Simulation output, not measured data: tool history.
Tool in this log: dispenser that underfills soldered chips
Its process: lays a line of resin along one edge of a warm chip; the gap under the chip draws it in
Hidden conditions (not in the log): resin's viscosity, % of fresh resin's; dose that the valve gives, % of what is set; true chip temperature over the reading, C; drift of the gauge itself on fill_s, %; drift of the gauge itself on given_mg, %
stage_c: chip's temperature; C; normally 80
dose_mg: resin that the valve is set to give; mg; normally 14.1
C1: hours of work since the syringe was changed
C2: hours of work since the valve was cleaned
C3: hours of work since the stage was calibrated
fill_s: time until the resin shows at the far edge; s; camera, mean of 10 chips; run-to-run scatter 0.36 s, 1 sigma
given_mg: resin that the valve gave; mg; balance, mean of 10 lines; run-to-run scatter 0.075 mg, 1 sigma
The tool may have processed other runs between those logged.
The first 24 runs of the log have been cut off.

{"run": 25, "hour": 108.2, "stage_c": 93, "dose_mg": 17.8, "C1": 5, "C2": 19, "C3": 238, "fill_s": 15.5, "given_mg": 17.46}
{"run": 26, "hour": 113.6, "stage_c": 86, "dose_mg": 16.2, "C1": 8, "C2": 23, "C3": 242, "fill_s": 23.3, "given_mg": 15.77}
{"hour": 117.7, "done": "new syringe of resin"}
{"run": 27, "hour": 119.4, "stage_c": 69, "dose_mg": 17.4, "C1": 1, "C2": 26, "C3": 245, "fill_s": 32.3, "given_mg": 17.02}
{"run": 28, "hour": 124.7, "stage_c": 92, "dose_mg": 17.4, "C1": 5, "C2": 30, "C3": 249, "fill_s": 15.8, "given_mg": 16.91}
{"run": 29, "hour": 128.7, "stage_c": 92, "dose_mg": 17.4, "C1": 7, "C2": 33, "C3": 251, "fill_s": 18.5, "given_mg": 16.82}
{"hour": 134.4, "done": "new syringe of resin"}
{"run": 30, "hour": 135.5, "stage_c": 92, "dose_mg": 17.4, "C1": 1, "C2": 37, "C3": 256, "fill_s": 13.1, "given_mg": 16.57}
{"run": 31, "hour": 142.0, "stage_c": 74, "dose_mg": 12.8, "C1": 5, "C2": 41, "C3": 260, "fill_s": 33.5, "given_mg": 12.22}
{"run": 32, "hour": 146.1, "stage_c": 74, "dose_mg": 12.8, "C1": 8, "C2": 44, "C3": 263, "fill_s": 37.4, "given_mg": 12.26}
{"hour": 151.3, "done": "new syringe of resin"}
{"run": 33, "hour": 152.1, "stage_c": 74, "dose_mg": 12.8, "C1": 1, "C2": 48, "C3": 266, "fill_s": 29.0, "given_mg": 12.39}
{"run": 34, "hour": 159.0, "stage_c": 74, "dose_mg": 12.8, "C1": 5, "C2": 52, "C3": 271, "fill_s": 34.9, "given_mg": 12.09}

What if the next run were any one of these 4? Each begins from the tool's condition after run 34:
{"run": "A", "hour": 162.3, "stage_c": 80, "dose_mg": 18.1, "C1": 7, "C2": 54, "C3": 273, "fill_s": "?", "given_mg": "?"}
{"run": "B", "hour": 162.3, "stage_c": 76, "dose_mg": 18.3, "C1": 7, "C2": 54, "C3": 273, "fill_s": "?", "given_mg": "?"}
{"run": "C", "hour": 162.3, "stage_c": 78, "dose_mg": 14.1, "C1": 7, "C2": 54, "C3": 273, "fill_s": "?", "given_mg": "?"}
{"run": "D", "hour": 162.3, "stage_c": 75, "dose_mg": 14.3, "C1": 7, "C2": 54, "C3": 273, "fill_s": "?", "given_mg": "?"}

run=A fill_s=28.5 given_mg=17.06
run=B fill_s=32.8 given_mg=17.25
run=C fill_s=31.0 given_mg=13.36
run=D fill_s=36.1 given_mg=13.46
Stripped of hidden state, with their random variation kept, the same runs would have yielded:
run=A fill_s=19.7 given_mg=18.03
run=B fill_s=22.6 given_mg=18.23
run=C fill_s=21.2 given_mg=14.12
run=D fill_s=24.8 given_mg=14.23
